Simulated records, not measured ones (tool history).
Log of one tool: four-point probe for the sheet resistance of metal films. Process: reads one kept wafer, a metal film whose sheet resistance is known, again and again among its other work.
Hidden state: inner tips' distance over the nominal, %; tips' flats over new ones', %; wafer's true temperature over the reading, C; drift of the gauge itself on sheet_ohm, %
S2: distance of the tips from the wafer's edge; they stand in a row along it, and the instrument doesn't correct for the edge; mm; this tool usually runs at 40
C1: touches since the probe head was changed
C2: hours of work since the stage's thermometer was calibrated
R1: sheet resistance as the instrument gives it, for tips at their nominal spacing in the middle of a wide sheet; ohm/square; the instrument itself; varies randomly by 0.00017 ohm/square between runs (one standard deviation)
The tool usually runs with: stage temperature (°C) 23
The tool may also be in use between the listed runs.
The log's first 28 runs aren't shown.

run 29 day=24.142 | stage_temperature_(°C)=32 S2=39 | C1=39091 C2=1651 | R1=0.86423
run 30 day=25.217 | stage_temperature_(°C)=32 S2=39 | C1=40063 C2=1672 | R1=0.864081
run 31 day=26.554 | stage_temperature_(°C)=35 S2=61 | C1=41273 C2=1697 | R1=0.861852
run 32 day=27.892 | stage_temperature_(°C)=25 S2=34 | C1=42482 C2=1723 | R1=0.868582
run 33 day=28.662 | stage_temperature_(°C)=25 S2=7 | C1=43177 C2=1737 | R1=0.872466
run 34 day=29.708 | stage_temperature_(°C)=24 S2=35 | C1=44125 C2=1757 | R1=0.869514
run 35 day=30.354 | stage_temperature_(°C)=24 S2=35 | C1=44707 C2=1769 | R1=0.869082
run 36 day=31.554 | stage_temperature_(°C)=24 S2=35 | C1=45792 C2=1792 | R1=0.869281
run 37 day=32.583 | stage_temperature_(°C)=24 S2=34 | C1=46723 C2=1812 | R1=0.869246
run 38 day=33.567 | stage_temperature_(°C)=22 S2=3 | C1=47615 C2=1831 | R1=0.891152
run 39 day=34.679 | stage_temperature_(°C)=24 S2=12 | C1=48619 C2=1852 | R1=0.870622
run 40 day=35.696 | stage_temperature_(°C)=22 S2=71 | C1=49538 C2=1871 | R1=0.870813
run 41 day=36.612 | stage_temperature_(°C)=22 S2=71 | C1=50366 C2=1889 | R1=0.870359
run 42 day=37.738 | stage_temperature_(°C)=22 S2=13 | C1=51385 C2=1910 | R1=0.87134
run 43 day=38.329 | stage_temperature_(°C)=22 S2=27 | C1=51918 C2=1922 | R1=0.870484

Predict each of these 5 candidate next runs independently; none follows another, all start after run 43:
run A day=39.458 | stage_temperature_(°C)=19 S2=28 | C1=52942 C2=1943 | R1=?
run B day=39.458 | stage_temperature_(°C)=22 S2=27 | C1=52942 C2=1943 | R1=?
run C day=39.458 | stage_temperature_(°C)=19 S2=6 | C1=52942 C2=1943 | R1=?
run D day=39.458 | stage_temperature_(°C)=33 S2=40 | C1=52942 C2=1943 | R1=?
run E day=39.458 | stage_temperature_(°C)=31 S2=15 | C1=52942 C2=1943 | R1=?

run=A R1=0.872836
run=B R1=0.870658
run=C R1=0.877672
run=D R1=0.863317
run=E R1=0.865284
Had the tool no hidden state, the same runs would have come out as:
run=A R1=0.868532
run=B R1=0.866383
run=C R1=0.873346
run=D R1=0.859144
run=E R1=0.86109
